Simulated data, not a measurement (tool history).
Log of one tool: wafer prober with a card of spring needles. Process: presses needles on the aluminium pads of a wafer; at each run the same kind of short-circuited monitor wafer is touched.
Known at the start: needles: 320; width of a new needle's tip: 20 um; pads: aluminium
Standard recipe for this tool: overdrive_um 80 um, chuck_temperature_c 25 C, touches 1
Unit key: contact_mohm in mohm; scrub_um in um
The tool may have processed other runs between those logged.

run   hour  overdrive_um  chuck_temperature_c  touches  contact_mohm  scrub_um
  1      0            80                   25        1           221     11.76
  2   23.2            80                   25        1           222     11.76
  3   58.7            80                   25        1           221     11.84
  4   99.3            80                   25        1           221     11.81
  5  125.3            80                   25        1           219     11.77
  6  168.3            80                   25        1           220     11.84
  7  205.1            80                   25        1           223     11.73
  8  241.1            80                   25        1           218     11.72
  9  261.1            80                   25        1           222     11.79
 10  285.4            67                   25        1           224      9.88
 11  308.2            67                   25        1           223      9.81
 12  332.1            67                   25        1           223      9.84
 13  375.3            74                   25        1           223     10.87
 14  393.3            74                   25        1           219      10.9
 15    413            74                   25        1           225     10.93
 16  452.2            80                   59        1           227     11.81
 17  488.5            62                   76        2           242      9.12
 18  526.2            92                   39        1           224     13.51
 19  556.1            80                   25        1           221     11.76
 20  581.3            80                   25        1           220     11.82
 21  613.2            81                   44        1           223     11.97
 22  633.7            81                   44        1           222     11.99
 23  673.4            81                   44        1           230     11.89
 24  716.3           100                   27        3           217     14.83
 25  748.8            93                   70        1           231     13.74
 26  790.1            93                   70        1           227     13.75
 27  826.3            64                   74        1           232      9.35
 28  860.5            67                   37        1           227      9.94
 29  892.6            69                  110        2           244     10.18
 30  932.5            95                   62        1           227     14.01
 31  959.7            95                   62        1           226     13.99

Removed from this log: 41 entries logged between the listed runs. Between which two listed runs does each belong, and how does the tool's hidden state at the listed run before it compare with that at the listed run after it?
Logged between run 1 and run 2: tips cleaned on abrasive film (hour 21.9)
  debris on the tips, nm: 1 -> 0.6; way that the needles fall short of the set height, um: 0.05 -> 0.06
Logged between run 2 and run 3: tips cleaned on abrasive film (hour 44.5)
  debris on the tips, nm: 0.6 -> 3.9; way that the needles fall short of the set height, um: 0.06 -> 0.07; tips' diameter, um: 20.09 -> 20.1
Logged between run 3 and run 4: tips cleaned on abrasive film (hour 67.3); tips cleaned on abrasive film (hour 90.7)
  debris on the tips, nm: 3.9 -> 2.8; way that the needles fall short of the set height, um: 0.07 -> 0.08
Logged between run 4 and run 5: tips cleaned on abrasive film (hour 116.4)
  debris on the tips, nm: 2.8 -> 2.7; way that the needles fall short of the set height, um: 0.08 -> 0.09
Logged between run 5 and run 6: tips cleaned on abrasive film (hour 140); tips cleaned on abrasive film (hour 164.8)
  debris on the tips, nm: 2.7 -> 1.4; way that the needles fall short of the set height, um: 0.09 -> 0.1; tips' diameter, um: 20.1 -> 20.11
Logged between run 6 and run 7: tips cleaned on abrasive film (hour 189.6)
  debris on the tips, nm: 1.4 -> 3.9; way that the needles fall short of the set height, um: 0.1 -> 0.11
Logged between run 7 and run 8: tips cleaned on abrasive film (hour 213.9); tips cleaned on abrasive film (hour 238.3)
  debris on the tips, nm: 3.9 -> 1.3; way that the needles fall short of the set height, um: 0.11 -> 0.12; tips' diameter, um: 20.11 -> 20.12
Logged between run 8 and run 9: tips cleaned on abrasive film (hour 261.1)
  debris on the tips, nm: 1.3 -> 0.3; way that the needles fall short of the set height, um: 0.12 -> 0.13
Logged between run 9 and run 10: tips cleaned on abrasive film (hour 285)
  debris on the tips, nm: 0.3 -> 0.7; way that the needles fall short of the set height, um: 0.13 -> 0.14
Logged between run 10 and run 11: tips cleaned on abrasive film (hour 308.2)
  debris on the tips, nm: 0.7 -> 0.3; way that the needles fall short of the set height, um: 0.14 -> 0.15
Logged between run 11 and run 12: tips cleaned on abrasive film (hour 330.7)
  debris on the tips, nm: 0.3 -> 0.9
Logged between run 12 and run 13: tips cleaned on abrasive film (hour 354)
  debris on the tips, nm: 0.9 -> 4.4; way that the needles fall short of the set height, um: 0.15 -> 0.16; tips' diameter, um: 20.12 -> 20.13
Logged between run 13 and run 14: tips cleaned on abrasive film (hour 378.1)
  debris on the tips, nm: 4.4 -> 3.9
Logged between run 14 and run 15: tips cleaned on abrasive film (hour 401)
  debris on the tips, nm: 3.9 -> 3.5; way that the needles fall short of the set height, um: 0.16 -> 0.17
Logged between run 15 and run 16: tips cleaned on abrasive film (hour 424); tips cleaned on abrasive film (hour 448)
  debris on the tips, nm: 3.5 -> 1.4; way that the needles fall short of the set height, um: 0.17 -> 0.18; tips' diameter, um: 20.13 -> 20.14
Logged between run 16 and run 17: tips cleaned on abrasive film (hour 470.9)
  debris on the tips, nm: 1.4 -> 4.4; way that the needles fall short of the set height, um: 0.18 -> 0.19
Logged between run 17 and run 18: tips cleaned on abrasive film (hour 493.6); tips cleaned on abrasive film (hour 518.2)
  debris on the tips, nm: 4.4 -> 2.7; way that the needles fall short of the set height, um: 0.19 -> 0.21; tips' diameter, um: 20.14 -> 20.15
Logged between run 18 and run 19: tips cleaned on abrasive film (hour 541.1)
  debris on the tips, nm: 2.7 -> 3.9; way that the needles fall short of the set height, um: 0.21 -> 0.22
Logged between run 19 and run 20: tips cleaned on abrasive film (hour 564)
  debris on the tips, nm: 3.9 -> 4.1
Logged between run 20 and run 21: tips cleaned on abrasive film (hour 586.5); height of the first contact set anew (hour 594.7); tips cleaned on abrasive film (hour 610.8)
  debris on the tips, nm: 4.1 -> 1; way that the needles fall short of the set height, um: 0.22 -> 0.01; tips' diameter, um: 20.15 -> 20.16
Logged between run 21 and run 22: tips cleaned on abrasive film (hour 633.7)
  debris on the tips, nm: 1 -> 0.3; way that the needles fall short of the set height, um: 0.01 -> 0.02
Logged between run 22 and run 23: tips cleaned on abrasive film (hour 657.6)
  debris on the tips, nm: 0.3 -> 3.8
Logged between run 23 and run 24: tips cleaned on abrasive film (hour 681.1); tips cleaned on abrasive film (hour 706.6)
  debris on the tips, nm: 3.8 -> 3; way that the needles fall short of the set height, um: 0.02 -> 0.04; tips' diameter, um: 20.16 -> 20.17
Logged between run 24 and run 25: tips cleaned on abrasive film (hour 729.2)
  debris on the tips, nm: 3 -> 4.3
Logged between run 25 and run 26: tips cleaned on abrasive film (hour 753.1); tips cleaned on abrasive film (hour 776.3)
  debris on the tips, nm: 4.3 -> 3.7; way that the needles fall short of the set height, um: 0.04 -> 0.06
Logged between run 26 and run 27: tips cleaned on abrasive film (hour 798.9); tips cleaned on abrasive film (hour 823.8)
  debris on the tips, nm: 3.7 -> 1.1; way that the needles fall short of the set height, um: 0.06 -> 0.08; tips' diameter, um: 20.17 -> 20.18
Logged between run 27 and run 28: tips cleaned on abrasive film (hour 847.1)
  debris on the tips, nm: 1.1 -> 3.5
Logged between run 28 and run 29: tips cleaned on abrasive film (hour 871.2)
  debris on the tips, nm: 3.5 -> 4.6; way that the needles fall short of the set height, um: 0.08 -> 0.09
Logged between run 29 and run 30: tips cleaned on abrasive film (hour 896.7); tips cleaned on abrasive film (hour 921.3)
  debris on the tips, nm: 4.6 -> 3.2; way that the needles fall short of the set height, um: 0.09 -> 0.11; tips' diameter, um: 20.18 -> 20.19
Logged between run 30 and run 31: tips cleaned on abrasive film (hour 944.6)
  debris on the tips, nm: 3.2 -> 4
